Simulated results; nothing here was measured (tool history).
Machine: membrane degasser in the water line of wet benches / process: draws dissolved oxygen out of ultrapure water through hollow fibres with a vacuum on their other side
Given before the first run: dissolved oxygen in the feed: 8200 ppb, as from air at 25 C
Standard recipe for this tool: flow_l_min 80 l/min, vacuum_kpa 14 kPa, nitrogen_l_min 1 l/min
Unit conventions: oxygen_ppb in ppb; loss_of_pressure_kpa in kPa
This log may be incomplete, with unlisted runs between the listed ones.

run,day,flow_l_min,vacuum_kpa,nitrogen_l_min,oxygen_ppb,loss_of_pressure_kpa
1,0,80,14,1,1369.7,44.76
2,2.696,80,14,1.84,936.4,44.52
3,5.546,80,14,1.84,944,44.72
4,8.354,80,32.2,1,2910.4,44.83
5,11.125,80,32.2,1,2912.9,45.03
6,14.308,80,14,1,1369.3,44.89
7,16.125,115,15.2,1.89,1375.5,64.54
8,18.454,115,34.9,1.13,3513.5,64.57
9,20.817,115,34.9,1.13,3542.2,63.88
10,23.542,56,34.9,0.82,2820.6,31.46
11,25.908,54,34.9,2.03,1555.3,30.25
12,28.358,54,34.9,2.03,1550.9,30.26

Forecast each of these 3 alternatives for the next run:
A,29.971,120,18.7,0.55,?,?
B,29.971,91,14,1,?,?
C,29.971,80,11.5,1.25,?,?

run,oxygen_ppb,loss_of_pressure_kpa
A,3023.3,67.75
B,1504.5,51.2
C,978.1,44.82
With the hidden condition removed and each run's random variation left untouched, the same runs would have given:
run,oxygen_ppb,loss_of_pressure_kpa
A,3023.8,67.25
B,1488.7,50.82
C,960.7,44.49
